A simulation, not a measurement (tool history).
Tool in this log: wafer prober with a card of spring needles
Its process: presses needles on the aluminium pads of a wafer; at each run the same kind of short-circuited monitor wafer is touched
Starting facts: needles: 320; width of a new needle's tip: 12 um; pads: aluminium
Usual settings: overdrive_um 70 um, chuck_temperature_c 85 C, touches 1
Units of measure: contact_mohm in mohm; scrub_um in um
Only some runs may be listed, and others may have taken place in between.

{"run": 1, "hour": 0.0, "overdrive_um": 70, "chuck_temperature_c": 85, "touches": 1, "contact_mohm": 155, "scrub_um": 9.79}
{"hour": 6.8, "done": "tips cleaned on abrasive film"}
{"hour": 15.0, "done": "tips cleaned on abrasive film"}
{"run": 2, "hour": 21.9, "overdrive_um": 70, "chuck_temperature_c": 85, "touches": 1, "contact_mohm": 188, "scrub_um": 9.76}
{"hour": 23.8, "done": "tips cleaned on abrasive film"}
{"hour": 32.2, "done": "tips cleaned on abrasive film"}
{"run": 3, "hour": 37.5, "overdrive_um": 70, "chuck_temperature_c": 85, "touches": 1, "contact_mohm": 182, "scrub_um": 9.71}
{"hour": 40.7, "done": "tips cleaned on abrasive film"}
{"hour": 48.9, "done": "tips cleaned on abrasive film"}
{"run": 4, "hour": 52.1, "overdrive_um": 70, "chuck_temperature_c": 85, "touches": 1, "contact_mohm": 165, "scrub_um": 9.73}
{"hour": 57.1, "done": "tips cleaned on abrasive film"}
{"run": 5, "hour": 63.1, "overdrive_um": 70, "chuck_temperature_c": 85, "touches": 1, "contact_mohm": 179, "scrub_um": 9.71}
{"hour": 65.3, "done": "tips cleaned on abrasive film"}
{"run": 6, "hour": 72.0, "overdrive_um": 70, "chuck_temperature_c": 85, "touches": 1, "contact_mohm": 186, "scrub_um": 9.72}
{"hour": 73.1, "done": "tips cleaned on abrasive film"}
{"hour": 81.0, "done": "tips cleaned on abrasive film"}
{"run": 7, "hour": 88.0, "overdrive_um": 70, "chuck_temperature_c": 85, "touches": 1, "contact_mohm": 191, "scrub_um": 9.69}
{"hour": 89.3, "done": "tips cleaned on abrasive film"}
{"hour": 98.3, "done": "tips cleaned on abrasive film"}
{"run": 8, "hour": 100.0, "overdrive_um": 70, "chuck_temperature_c": 85, "touches": 1, "contact_mohm": 151, "scrub_um": 9.69}
{"hour": 106.3, "done": "tips cleaned on abrasive film"}
{"run": 9, "hour": 111.4, "overdrive_um": 70, "chuck_temperature_c": 85, "touches": 1, "contact_mohm": 179, "scrub_um": 9.66}
{"hour": 114.0, "done": "tips cleaned on abrasive film"}
{"hour": 122.1, "done": "tips cleaned on abrasive film"}
{"hour": 130.0, "done": "tips cleaned on abrasive film"}
{"run": 10, "hour": 132.7, "overdrive_um": 70, "chuck_temperature_c": 85, "touches": 1, "contact_mohm": 161, "scrub_um": 9.65}
{"hour": 138.7, "done": "tips cleaned on abrasive film"}
{"hour": 146.4, "done": "tips cleaned on abrasive film"}
{"run": 11, "hour": 150.4, "overdrive_um": 70, "chuck_temperature_c": 85, "touches": 2, "contact_mohm": 160, "scrub_um": 9.67}
{"hour": 155.3, "done": "tips cleaned on abrasive film"}
{"run": 12, "hour": 160.4, "overdrive_um": 70, "chuck_temperature_c": 85, "touches": 2, "contact_mohm": 164, "scrub_um": 9.6}
{"hour": 162.9, "done": "tips cleaned on abrasive film"}
{"hour": 170.8, "done": "tips cleaned on abrasive film"}
{"hour": 178.9, "done": "tips cleaned on abrasive film"}
{"run": 13, "hour": 179.3, "overdrive_um": 70, "chuck_temperature_c": 85, "touches": 2, "contact_mohm": 140, "scrub_um": 9.62}
{"hour": 187.6, "done": "tips cleaned on abrasive film"}
{"hour": 195.7, "done": "tips cleaned on abrasive film"}
{"run": 14, "hour": 196.2, "overdrive_um": 70, "chuck_temperature_c": 85, "touches": 3, "contact_mohm": 138, "scrub_um": 9.62}
{"hour": 203.5, "done": "tips cleaned on abrasive film"}
{"hour": 211.7, "done": "tips cleaned on abrasive film"}
{"run": 15, "hour": 212.0, "overdrive_um": 70, "chuck_temperature_c": 27, "touches": 1, "contact_mohm": 135, "scrub_um": 9.61}
{"hour": 220.3, "done": "tips cleaned on abrasive film"}
{"hour": 228.5, "done": "tips cleaned on abrasive film"}
{"run": 16, "hour": 232.1, "overdrive_um": 70, "chuck_temperature_c": 27, "touches": 1, "contact_mohm": 170, "scrub_um": 9.56}
{"hour": 234.1, "done": "height of the first contact set anew"}
{"hour": 237.2, "done": "tips cleaned on abrasive film"}
{"run": 17, "hour": 243.4, "overdrive_um": 87, "chuck_temperature_c": 27, "touches": 1, "contact_mohm": 165, "scrub_um": 11.88}
{"hour": 246.4, "done": "tips cleaned on abrasive film"}
{"hour": 253.9, "done": "tips cleaned on abrasive film"}
{"run": 18, "hour": 255.5, "overdrive_um": 87, "chuck_temperature_c": 27, "touches": 1, "contact_mohm": 142, "scrub_um": 11.84}
{"hour": 262.8, "done": "tips cleaned on abrasive film"}
{"hour": 270.5, "done": "tips cleaned on abrasive film"}
{"run": 19, "hour": 270.5, "overdrive_um": 70, "chuck_temperature_c": 64, "touches": 1, "contact_mohm": 137, "scrub_um": 9.41}
{"hour": 278.7, "done": "tips cleaned on abrasive film"}
{"hour": 286.8, "done": "tips cleaned on abrasive film"}
{"run": 20, "hour": 291.9, "overdrive_um": 70, "chuck_temperature_c": 43, "touches": 2, "contact_mohm": 162, "scrub_um": 9.37}
{"hour": 295.3, "done": "tips cleaned on abrasive film"}
{"hour": 302.8, "done": "height of the first contact set anew, once more"}
{"hour": 303.6, "done": "tips cleaned on abrasive film"}
{"run": 21, "hour": 303.6, "overdrive_um": 66, "chuck_temperature_c": 112, "touches": 1, "contact_mohm": 143, "scrub_um": 9.33}
{"hour": 311.9, "done": "tips cleaned on abrasive film"}
{"run": 22, "hour": 313.3, "overdrive_um": 66, "chuck_temperature_c": 112, "touches": 1, "contact_mohm": 160, "scrub_um": 9.36}
{"hour": 319.8, "done": "tips cleaned on abrasive film"}
{"run": 23, "hour": 324.6, "overdrive_um": 70, "chuck_temperature_c": 85, "touches": 2, "contact_mohm": 161, "scrub_um": 9.93}
{"hour": 327.9, "done": "tips cleaned on abrasive film"}
{"run": 24, "hour": 333.6, "overdrive_um": 80, "chuck_temperature_c": 42, "touches": 1, "contact_mohm": 170, "scrub_um": 11.36}
{"hour": 336.2, "done": "tips cleaned on abrasive film"}
{"hour": 345.4, "done": "tips cleaned on abrasive film"}
{"hour": 354.1, "done": "tips cleaned on abrasive film"}
{"run": 25, "hour": 355.6, "overdrive_um": 70, "chuck_temperature_c": 82, "touches": 1, "contact_mohm": 152, "scrub_um": 9.91}
{"hour": 361.9, "done": "tips cleaned on abrasive film"}
{"hour": 369.6, "done": "tips cleaned on abrasive film"}
{"run": 26, "hour": 376.8, "overdrive_um": 70, "chuck_temperature_c": 40, "touches": 1, "contact_mohm": 191, "scrub_um": 9.92}
{"hour": 378.5, "done": "tips cleaned on abrasive film"}
{"hour": 386.3, "done": "tips cleaned on abrasive film"}
{"run": 27, "hour": 387.2, "overdrive_um": 70, "chuck_temperature_c": 40, "touches": 1, "contact_mohm": 146, "scrub_um": 9.92}
{"hour": 395.5, "done": "tips cleaned on abrasive film"}
{"run": 28, "hour": 397.3, "overdrive_um": 70, "chuck_temperature_c": 42, "touches": 1, "contact_mohm": 155, "scrub_um": 9.86}
{"hour": 403.6, "done": "tips cleaned on abrasive film"}
{"hour": 412.5, "done": "tips cleaned on abrasive film"}
{"run": 29, "hour": 413.6, "overdrive_um": 70, "chuck_temperature_c": 42, "touches": 1, "contact_mohm": 148, "scrub_um": 9.87}
{"hour": 421.5, "done": "tips cleaned on abrasive film"}
{"hour": 429.7, "done": "tips cleaned on abrasive film"}
{"run": 30, "hour": 432.1, "overdrive_um": 70, "chuck_temperature_c": 42, "touches": 1, "contact_mohm": 159, "scrub_um": 9.89}

Consider 5 possible next runs. They are alternatives, not a sequence: every one starts from the tool as it was left by run 30. What does each give?
{"hour": 439.0, "done": "tips cleaned on abrasive film"}
{"run": "A", "hour": 445.0, "overdrive_um": 81, "chuck_temperature_c": 91, "touches": 1, "contact_mohm": "?", "scrub_um": "?"}
{"hour": 439.0, "done": "tips cleaned on abrasive film"}
{"run": "B", "hour": 445.0, "overdrive_um": 69, "chuck_temperature_c": 25, "touches": 1, "contact_mohm": "?", "scrub_um": "?"}
{"hour": 439.0, "done": "tips cleaned on abrasive film"}
{"run": "C", "hour": 445.0, "overdrive_um": 61, "chuck_temperature_c": 41, "touches": 3, "contact_mohm": "?", "scrub_um": "?"}
{"hour": 439.0, "done": "tips cleaned on abrasive film"}
{"run": "D", "hour": 445.0, "overdrive_um": 88, "chuck_temperature_c": 25, "touches": 2, "contact_mohm": "?", "scrub_um": "?"}
{"hour": 439.0, "done": "tips cleaned on abrasive film"}
{"run": "E", "hour": 445.0, "overdrive_um": 70, "chuck_temperature_c": 101, "touches": 1, "contact_mohm": "?", "scrub_um": "?"}

run=A contact_mohm=177 scrub_um=11.46
run=B contact_mohm=186 scrub_um=9.72
run=C contact_mohm=158 scrub_um=8.56
run=D contact_mohm=147 scrub_um=12.39
run=E contact_mohm=196 scrub_um=9.89
Take away the tool's hidden state, keep each run's random variation, and the runs would have read:
run=A contact_mohm=132 scrub_um=11.59
run=B contact_mohm=121 scrub_um=9.84
run=C contact_mohm=129 scrub_um=8.69
run=D contact_mohm=120 scrub_um=12.52
run=E contact_mohm=138 scrub_um=10.01
